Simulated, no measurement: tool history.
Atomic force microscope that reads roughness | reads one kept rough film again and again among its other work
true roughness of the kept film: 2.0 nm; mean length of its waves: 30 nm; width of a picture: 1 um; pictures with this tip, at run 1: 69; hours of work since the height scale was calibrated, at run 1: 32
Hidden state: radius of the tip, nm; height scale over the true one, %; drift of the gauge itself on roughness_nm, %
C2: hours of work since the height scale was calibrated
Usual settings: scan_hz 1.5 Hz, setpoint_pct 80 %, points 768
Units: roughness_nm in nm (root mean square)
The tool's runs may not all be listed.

{"run": 1, "day": 0.0, "scan_hz": 1.5, "setpoint_pct": 80, "points": 768, "pictures with this tip": 69, "C2": 32, "roughness_nm": 1.683}
{"run": 2, "day": 0.271, "scan_hz": 1.5, "setpoint_pct": 80, "points": 768, "pictures with this tip": 79, "C2": 36, "roughness_nm": 1.66}
{"run": 3, "day": 0.746, "scan_hz": 0.79, "setpoint_pct": 80, "points": 768, "pictures with this tip": 97, "C2": 42, "roughness_nm": 1.692}
{"run": 4, "day": 1.308, "scan_hz": 0.79, "setpoint_pct": 80, "points": 768, "pictures with this tip": 117, "C2": 48, "roughness_nm": 1.66}
{"run": 5, "day": 1.862, "scan_hz": 1.5, "setpoint_pct": 86, "points": 768, "pictures with this tip": 138, "C2": 55, "roughness_nm": 1.557}
{"run": 6, "day": 2.1, "scan_hz": 1.5, "setpoint_pct": 80, "points": 768, "pictures with this tip": 147, "C2": 58, "roughness_nm": 1.587}
{"run": 7, "day": 2.625, "scan_hz": 1.5, "setpoint_pct": 80, "points": 768, "pictures with this tip": 166, "C2": 65, "roughness_nm": 1.568}
{"day": 2.9, "done": "new tip fitted"}
{"run": 8, "day": 3.212, "scan_hz": 1.5, "setpoint_pct": 80, "points": 768, "pictures with this tip": 12, "C2": 72, "roughness_nm": 1.74}
{"run": 9, "day": 3.554, "scan_hz": 1.5, "setpoint_pct": 80, "points": 768, "pictures with this tip": 24, "C2": 76, "roughness_nm": 1.732}
{"run": 10, "day": 3.879, "scan_hz": 1.5, "setpoint_pct": 80, "points": 497, "pictures with this tip": 36, "C2": 80, "roughness_nm": 1.723}
{"run": 11, "day": 4.175, "scan_hz": 1.5, "setpoint_pct": 80, "points": 497, "pictures with this tip": 47, "C2": 83, "roughness_nm": 1.697}
{"run": 12, "day": 4.742, "scan_hz": 1.5, "setpoint_pct": 80, "points": 497, "pictures with this tip": 68, "C2": 90, "roughness_nm": 1.672}
{"run": 13, "day": 5.062, "scan_hz": 1.5, "setpoint_pct": 80, "points": 497, "pictures with this tip": 80, "C2": 94, "roughness_nm": 1.661}
{"day": 5.138, "done": "height scale calibrated on a step standard"}
{"run": 14, "day": 5.517, "scan_hz": 1.5, "setpoint_pct": 80, "points": 497, "pictures with this tip": 95, "C2": 5, "roughness_nm": 1.63}
{"run": 15, "day": 6.025, "scan_hz": 1.5, "setpoint_pct": 86, "points": 731, "pictures with this tip": 114, "C2": 11, "roughness_nm": 1.582}
{"run": 16, "day": 6.488, "scan_hz": 1.5, "setpoint_pct": 86, "points": 731, "pictures with this tip": 131, "C2": 17, "roughness_nm": 1.556}
{"run": 17, "day": 6.962, "scan_hz": 1.5, "setpoint_pct": 86, "points": 731, "pictures with this tip": 148, "C2": 22, "roughness_nm": 1.545}
{"day": 7.171, "done": "height scale calibrated on a step standard, once more"}
{"run": 18, "day": 7.271, "scan_hz": 1.47, "setpoint_pct": 85, "points": 424, "pictures with this tip": 158, "C2": 1, "roughness_nm": 1.561}
{"day": 7.729, "done": "new tip fitted"}
{"run": 19, "day": 7.825, "scan_hz": 1.5, "setpoint_pct": 80, "points": 719, "pictures with this tip": 4, "C2": 8, "roughness_nm": 1.749}
{"run": 20, "day": 8.133, "scan_hz": 3.92, "setpoint_pct": 80, "points": 370, "pictures with this tip": 15, "C2": 12, "roughness_nm": 1.566}
{"run": 21, "day": 8.417, "scan_hz": 2.34, "setpoint_pct": 59, "points": 454, "pictures with this tip": 26, "C2": 15, "roughness_nm": 1.768}
{"run": 22, "day": 8.746, "scan_hz": 1.21, "setpoint_pct": 78, "points": 605, "pictures with this tip": 38, "C2": 19, "roughness_nm": 1.739}

Forecast run 23:
{"run": 23, "day": 9.254, "scan_hz": 1.5, "setpoint_pct": 75, "points": 487, "pictures with this tip": 57, "C2": 25, "roughness_nm": "?"}

{"run 23": {"roughness_nm": 1.691}}
Without the tool's hidden state the same run would have given roughness_nm 1.772 nm (root mean square).

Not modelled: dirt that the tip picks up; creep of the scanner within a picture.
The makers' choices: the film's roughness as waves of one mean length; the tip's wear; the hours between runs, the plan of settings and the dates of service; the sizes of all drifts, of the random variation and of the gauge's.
